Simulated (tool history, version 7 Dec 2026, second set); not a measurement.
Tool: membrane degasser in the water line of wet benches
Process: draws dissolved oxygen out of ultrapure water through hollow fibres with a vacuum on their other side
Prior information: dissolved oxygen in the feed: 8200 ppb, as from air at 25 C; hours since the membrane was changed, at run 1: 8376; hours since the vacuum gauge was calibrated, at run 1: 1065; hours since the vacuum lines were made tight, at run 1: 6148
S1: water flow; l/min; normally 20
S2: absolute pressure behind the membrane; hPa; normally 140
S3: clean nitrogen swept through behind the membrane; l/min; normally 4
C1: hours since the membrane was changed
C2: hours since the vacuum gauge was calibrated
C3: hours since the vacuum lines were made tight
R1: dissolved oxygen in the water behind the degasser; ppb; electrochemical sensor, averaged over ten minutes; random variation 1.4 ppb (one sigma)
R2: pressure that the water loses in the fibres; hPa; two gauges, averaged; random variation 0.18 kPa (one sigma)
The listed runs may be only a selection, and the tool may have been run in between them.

Run 1, hour 0: usual settings; C1 8376; C2 1065; C3 6148. Result: R1 142.6 ppb, R2 369.5 hPa.
Run 2, hour 144.2: usual settings but S3 8.14 l/min; C1 8520; C2 1209; C3 6292. Result: R1 76.3 ppb, R2 370.9 hPa.
Run 3, hour 253.3: usual settings but S3 8.14 l/min; C1 8629; C2 1318; C3 6402. Result: R1 77.4 ppb, R2 370.4 hPa.
Run 4, hour 459.3: usual settings; C1 8835; C2 1524; C3 6608. Result: R1 142.6 ppb, R2 370.7 hPa.
Run 5, hour 566.1: usual settings; C1 8942; C2 1631; C3 6714. Result: R1 141.9 ppb, R2 371.6 hPa.
Run 6, hour 736.9: usual settings; C1 9113; C2 1801; C3 6885. Result: R1 143.7 ppb, R2 371.3 hPa.
Run 7, hour 833.8: usual settings; C1 9210; C2 1898; C3 6982. Result: R1 142.5 ppb, R2 371.3 hPa.
Run 8, hour 1022.1: usual settings but S1 16 l/min, S2 84 hPa, S3 1.69 l/min; C1 9398; C2 2087; C3 7170. Result: R1 126.7 ppb, R2 298.2 hPa.
Run 9, hour 1184.3: usual settings but S2 233 hPa, S3 3.94 l/min; C1 9560; C2 2249; C3 7333. Result: R1 255.2 ppb, R2 372.3 hPa.
Run 10, hour 1300.3: usual settings but S2 233 hPa, S3 3.94 l/min; C1 9676; C2 2365; C3 7449. Result: R1 257.8 ppb, R2 372 hPa.
Run 11, hour 1480.1: usual settings but S1 14 l/min, S2 88 hPa, S3 2.42 l/min; C1 9856; C2 2545; C3 7628. Result: R1 84.4 ppb, R2 259 hPa.
Run 12, hour 1622: usual settings but S1 14 l/min, S2 88 hPa, S3 2.42 l/min; C1 9998; C2 2687; C3 7770. Result: R1 85 ppb, R2 258.1 hPa.

What if the next run were any one of these 5? Each begins from the tool's condition after run 12:
Run A, hour 1709.5: usual settings but S1 12 l/min, S2 257 hPa, S3 7.26 l/min; C1 10086; C2 2774; C3 7858. Result: R1 ?, R2 ?.
Run B, hour 1709.5: usual settings but S1 18 l/min, S2 239 hPa; C1 10086; C2 2774; C3 7858. Result: R1 ?, R2 ?.
Run C, hour 1709.5: usual settings but S1 27 l/min, S2 88 hPa, S3 2.42 l/min; C1 10086; C2 2774; C3 7858. Result: R1 ?, R2 ?.
Run D, hour 1709.5: usual settings but S1 15 l/min, S2 88 hPa, S3 2.42 l/min; C1 10086; C2 2774; C3 7858. Result: R1 ?, R2 ?.
Run E, hour 1709.5: usual settings but S1 31 l/min, S2 278 hPa; C1 10086; C2 2774; C3 7858. Result: R1 ?, R2 ?.

run     R1     R2
  A   96.2  221.9
  B  232.6  334.2
  C  180.4  505.6
  D   90.7  279.1
  E    489    579
Take away the tool's hidden state, keep each run's random variation, and the runs would have read:
run     R1     R2
  A   91.8  211.2
  B  224.2    318
  C  167.6  481.2
  D   85.5  265.6
  E    471  551.2

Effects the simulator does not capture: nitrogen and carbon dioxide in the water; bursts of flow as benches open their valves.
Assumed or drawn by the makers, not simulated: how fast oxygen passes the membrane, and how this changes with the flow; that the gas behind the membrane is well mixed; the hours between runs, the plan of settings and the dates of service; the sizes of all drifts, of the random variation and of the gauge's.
